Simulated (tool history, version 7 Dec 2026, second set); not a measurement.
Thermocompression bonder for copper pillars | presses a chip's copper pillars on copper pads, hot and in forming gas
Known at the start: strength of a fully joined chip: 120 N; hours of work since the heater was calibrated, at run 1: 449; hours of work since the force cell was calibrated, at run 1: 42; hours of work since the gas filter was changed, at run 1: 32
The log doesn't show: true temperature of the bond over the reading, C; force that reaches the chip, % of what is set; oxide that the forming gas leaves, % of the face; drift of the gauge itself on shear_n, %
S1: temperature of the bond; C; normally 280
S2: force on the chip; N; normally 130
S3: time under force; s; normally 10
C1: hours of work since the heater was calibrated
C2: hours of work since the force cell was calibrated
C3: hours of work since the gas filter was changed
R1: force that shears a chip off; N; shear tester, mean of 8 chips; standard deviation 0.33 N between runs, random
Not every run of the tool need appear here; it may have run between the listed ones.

run	day	S1	S2	S3	C1	C2	C3	R1
1	0.000	280	130	10	449	42	32	73.4
2	0.262	280	79	10	453	46	36	55.1
3	0.612	280	130	10	459	52	42	72.7
4	0.925	280	130	10	465	57	47	73.3
5	1.133	280	130	10	468	61	51	73.0
6	1.504	269	130	10	474	67	57	64.2
7	1.896	269	130	10	481	74	64	63.9
8	2.333	280	174	10	488	81	71	82.9
9	2.788	280	130	10	496	89	79	72.6
10	3.025	280	130	10	500	93	83	72.4
11	3.242	280	130	10	504	97	87	71.8
12	3.675	280	130	10	511	104	94	72.3
13	4.100	280	130	10	519	111	101	72.1
14	4.392	280	130	10	524	116	106	71.5
15	4.642	280	130	10	528	120	111	71.0
16	4.867	280	130	10	532	124	114	71.7
17	5.179	280	130	10	537	130	120	71.3
18	5.625	254	130	10	545	137	127	50.5
19	5.925	254	130	10	550	142	132	50.7
20	6.238	308	130	10	555	148	138	91.5
21	6.633	308	130	10	562	154	145	90.9
22	7.000	293	101	10	568	160	151	71.4
23	7.433	293	101	10	575	168	158	71.8
24	7.658	252	154	10	579	172	162	53.5
25	8.108	252	154	10	587	179	170	53.6
26	8.333	280	130	5	591	183	173	56.5
27	8.600	280	130	5	595	188	178	56.1
28	8.983	304	106	15	602	194	184	88.3
# day 9.125: forming gas filter changed
29	9.446	280	118	10	609	202	5	71.0
30	9.854	280	130	8	616	209	12	70.3
31	10.258	280	166	15	623	216	19	91.8
32	10.696	260	147	13	630	223	27	67.8
33	10.958	306	114	6	635	227	31	79.0
34	11.358	306	114	15	642	234	38	97.0
35	11.612	304	101	18	646	239	42	95.2

Run by run, hidden condition taken away, random variation retained:
run	R1
1	72.2
2	53.9
3	71.8
4	72.5
5	72.3
6	63.5
7	63.3
8	83.1
9	72.6
10	72.5
11	72.0
12	72.6
13	72.6
14	72.1
15	71.7
16	72.5
17	72.2
18	50.6
19	50.9
20	94.6
21	94.2
22	73.2
23	73.9
24	54.3
25	54.5
26	57.9
27	57.6
28	92.7
29	68.2
30	67.7
31	89.8
32	65.4
33	77.1
34	96.1
35	94.4

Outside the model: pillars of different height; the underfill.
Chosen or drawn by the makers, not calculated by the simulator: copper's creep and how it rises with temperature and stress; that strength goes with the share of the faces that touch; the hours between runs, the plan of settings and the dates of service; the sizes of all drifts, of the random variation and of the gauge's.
